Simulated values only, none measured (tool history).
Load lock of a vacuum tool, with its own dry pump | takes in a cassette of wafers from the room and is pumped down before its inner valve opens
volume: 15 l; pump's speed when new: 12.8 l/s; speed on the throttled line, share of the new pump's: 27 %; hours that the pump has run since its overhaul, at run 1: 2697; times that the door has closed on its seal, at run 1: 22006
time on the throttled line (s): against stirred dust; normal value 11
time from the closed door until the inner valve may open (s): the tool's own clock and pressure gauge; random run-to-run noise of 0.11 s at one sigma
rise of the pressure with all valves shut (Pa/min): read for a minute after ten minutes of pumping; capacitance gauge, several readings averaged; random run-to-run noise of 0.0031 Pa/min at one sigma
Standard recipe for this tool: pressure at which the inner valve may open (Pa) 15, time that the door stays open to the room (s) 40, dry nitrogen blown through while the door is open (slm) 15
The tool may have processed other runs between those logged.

run    hour  time on the throttled line (s)  pressure at which the inner valve may open (Pa)  time that the door stays open to the room (s)  dry nitrogen blown through while the door is open (slm)  hours that the pump has run since its overhaul  times that the door has closed on its seal  incoming humidity of the room's air, %  time from the closed door until the inner valve may open (s)  rise of the pressure with all valves shut (Pa/min)
  1       0                              11                                               15                                             40                                                       15                                            2697                                       22006                                    44.2                                                          18.8                                               0.654
  2   210.4                              11                                               15                                             40                                                       15                                            2907                                       22628                                    44.4                                                          18.7                                               0.686
      280.4  -- door's seal changed, seat wiped
  3   365.9                              11                                               15                                             40                                                       15                                            3061                                         253                                    43.1                                                          18.7                                               0.068
  4   498.3                              11                                               15                                             40                                                        5                                            3194                                         644                                    46.5                                                          18.8                                               0.094
  5   624.5                              11                                               15                                             40                                                        5                                            3320                                        1017                                      47                                                          18.7                                               0.091
  6   819.2                              11                                               15                                             40                                                        5                                            3515                                        1593                                    46.7                                                            19                                               0.101
  7    1030                              11                                               15                                             40                                                        5                                            3726                                        2217                                    46.1                                                          18.9                                               0.103
  8  1249.3                              11                                               15                                            133                                                       15                                            3945                                        2865                                    46.3                                                          18.8                                               0.177
  9  1426.6                              11                                               16                                             40                                                       15                                            4122                                        3389                                    44.3                                                          18.9                                               0.103
 10  1550.2                              11                                               16                                             40                                                       15                                            4246                                        3755                                    48.7                                                          18.6                                                0.11
 11  1765.3                              11                                               16                                             93                                                       15                                            4461                                        4391                                    45.4                                                          18.9                                               0.163
 12  1911.9                              11                                               15                                             40                                                       15                                            4607                                        4824                                    42.1                                                          18.9                                               0.116
 13  2010.8                              11                                               15                                             40                                                        6                                            4706                                        5117                                    47.8                                                          18.9                                               0.144
 14  2146.6                              11                                               15                                             40                                                        6                                            4842                                        5518                                      46                                                          18.8                                               0.145
 15  2360.2                              11                                               15                                             40                                                        6                                            5056                                        6150                                    45.8                                                          18.8                                               0.154
 16  2508.6                              11                                               15                                             40                                                        6                                            5204                                        6589                                    44.4                                                            19                                               0.164
 17  2710.1                              10                                               15                                            111                                                       12                                            5406                                        7185                                    43.8                                                          18.2                                               0.223
 18  2844.3                              12                                               15                                            119                                                       15                                            5540                                        7582                                    44.9                                                          19.7                                               0.233
 19    3066                              12                                               15                                            119                                                       15                                            5762                                        8237                                      44                                                          19.8                                               0.241
 20  3159.5                              13                                               15                                             40                                                       13                                            5855                                        8513                                    43.7                                                          20.5                                               0.187
 21  3308.4                               9                                               11                                             29                                                        7                                            6004                                        8954                                    43.6                                                            18                                               0.187
 22  3508.3                              11                                               22                                            135                                                       15                                            6204                                        9545                                    44.7                                                          18.8                                               0.285
 23  3608.2                              12                                               15                                            111                                                       20                                            6304                                        9840                                    41.4                                                          19.7                                                0.25
 24    3789                               6                                               14                                             32                                                       38                                            6484                                       10375                                      46                                                          15.7                                               0.192
 25  3962.1                               6                                               14                                             32                                                       38                                            6658                                       10887                                      44                                                          15.6                                               0.199
 26  4124.7                               6                                               21                                             40                                                       15                                            6820                                       11368                                    42.3                                                          15.3                                               0.242
 27  4327.6                              17                                               26                                            130                                                       19                                            7023                                       11968                                    45.4                                                          22.7                                               0.324

Here are 3 independent what-if runs from the current tool condition. What would each one return?
  A  4465.9                              17                                               24                                            162                                                       19                                            7161                                       12377                                    49.1                                                             ?                                                   ?
  B  4465.9                              17                                               26                                            203                                                        4                                            7161                                       12377                                    43.3                                                             ?                                                   ?
  C  4465.9                              17                                               13                                            130                                                       19                                            7161                                       12377                                    46.1                                                             ?                                                   ?

run  time from the closed door until the inner valve may open (s)  rise of the pressure with all valves shut (Pa/min)
  A                                                          22.7                                               0.365
  B                                                          22.8                                               0.423
  C                                                          23.8                                               0.335
With no hidden state in the tool, these same runs would have given:
run  time from the closed door until the inner valve may open (s)  rise of the pressure with all valves shut (Pa/min)
  A                                                          22.2                                               0.168
  B                                                          22.3                                                0.23
  C                                                          23.3                                               0.135

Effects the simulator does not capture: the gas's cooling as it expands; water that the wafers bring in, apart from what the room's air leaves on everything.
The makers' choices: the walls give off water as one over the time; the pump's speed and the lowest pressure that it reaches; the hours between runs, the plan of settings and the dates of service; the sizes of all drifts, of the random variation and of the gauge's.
